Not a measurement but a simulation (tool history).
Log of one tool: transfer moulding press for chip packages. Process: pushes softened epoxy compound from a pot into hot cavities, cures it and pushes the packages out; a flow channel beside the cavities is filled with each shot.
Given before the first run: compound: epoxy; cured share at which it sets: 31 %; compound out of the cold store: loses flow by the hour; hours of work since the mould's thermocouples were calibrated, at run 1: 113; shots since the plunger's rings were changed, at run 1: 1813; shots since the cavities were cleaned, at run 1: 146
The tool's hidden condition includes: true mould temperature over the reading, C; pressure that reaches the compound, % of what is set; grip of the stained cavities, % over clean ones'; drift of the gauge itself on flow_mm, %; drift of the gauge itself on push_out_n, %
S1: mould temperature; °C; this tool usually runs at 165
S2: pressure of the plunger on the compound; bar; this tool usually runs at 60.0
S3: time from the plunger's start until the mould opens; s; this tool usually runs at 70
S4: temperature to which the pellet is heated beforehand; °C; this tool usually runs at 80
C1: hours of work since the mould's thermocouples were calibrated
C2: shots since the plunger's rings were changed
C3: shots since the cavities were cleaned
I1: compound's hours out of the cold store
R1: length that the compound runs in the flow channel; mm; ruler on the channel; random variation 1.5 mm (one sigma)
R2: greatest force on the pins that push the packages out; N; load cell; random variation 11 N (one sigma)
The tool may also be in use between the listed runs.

run	hour	S1	S2	S3	S4	C1	C2	C3	I1	R1	R2
1	0.0	165	60.0	70	80	113	1813	146	20.1	527	613
2	29.2	165	60.0	70	80	126	2092	425	39.7	471	674
3	48.0	165	60.0	70	80	134	2273	606	35.6	482	739
# hour 64.4: cavities cleaned with cleaning compound and waxed
4	64.4	165	60.0	70	80	140	2415	0	22.5	516	549
5	81.4	165	60.0	70	80	147	2578	163	43.9	459	584
6	103.1	165	60.0	70	80	156	2786	371	19.0	527	673
# hour 122.7: plunger's sealing rings changed
7	124.9	165	60.0	70	80	165	22	557	19.8	539	737
8	142.3	165	60.0	71	80	172	188	723	35.2	493	771
# hour 145.9: cavities cleaned with cleaning compound and waxed
9	167.1	165	60.0	71	80	182	411	202	11.8	564	633
10	186.6	165	60.0	71	80	190	598	389	19.6	536	682
11	213.4	167	60.0	71	80	201	855	646	34.0	490	650
# hour 225.6: cavities cleaned with cleaning compound and waxed
12	241.9	165	60.0	70	76	213	1113	156	30.3	502	585
13	256.6	165	49.4	70	80	219	1255	298	8.5	517	691
14	276.8	165	49.4	70	80	228	1449	492	26.3	463	715
15	299.7	165	49.4	70	80	237	1667	710	34.9	440	746
# hour 305.8: cavities cleaned with cleaning compound and waxed
16	320.2	165	60.0	87	87	245	1850	139	13.1	551	473
17	335.9	165	70.8	70	80	252	2001	290	29.9	543	639
18	350.4	165	70.8	70	80	258	2139	428	35.6	524	673
19	376.9	165	70.8	70	72	269	2393	682	13.7	590	788
# hour 385.5: cavities cleaned with cleaning compound and waxed
20	397.4	157	56.4	51	71	277	2575	114	14.0	537	1948
21	426.0	157	63.4	51	86	289	2849	388	19.7	549	2200
# hour 438.1: plunger's sealing rings changed
22	452.1	157	63.4	51	86	299	134	614	22.5	559	2276
23	465.1	166	60.0	70	80	305	259	739	41.1	474	696
# hour 469.3: cavities cleaned with cleaning compound and waxed
24	480.3	166	75.0	70	72	311	391	106	38.3	539	555
25	496.0	166	75.0	70	79	317	541	256	8.6	639	618
26	521.6	162	62.9	79	83	328	786	501	11.7	578	707
27	537.1	171	59.5	70	80	335	935	650	27.7	500	605
# hour 549.4: cavities cleaned with cleaning compound and waxed
28	559.7	171	49.8	70	80	344	1137	99	41.1	424	471
29	582.6	161	72.2	94	87	353	1356	318	30.7	555	535

3 options for the next run, each taken on its own from the tool as it stands now. Forecast them:
A	598.4	161	72.2	94	84	360	1508	470	41.6	?	?
B	598.4	161	72.7	94	79	360	1508	470	30.3	?	?
C	598.4	164	72.2	94	87	360	1508	470	9.8	?	?

run	R1	R2
A	522	583
B	557	592
C	618	542
Had the tool no hidden state, the same runs would have come out as:
run	R1	R2
A	531	427
B	567	433
C	629	396
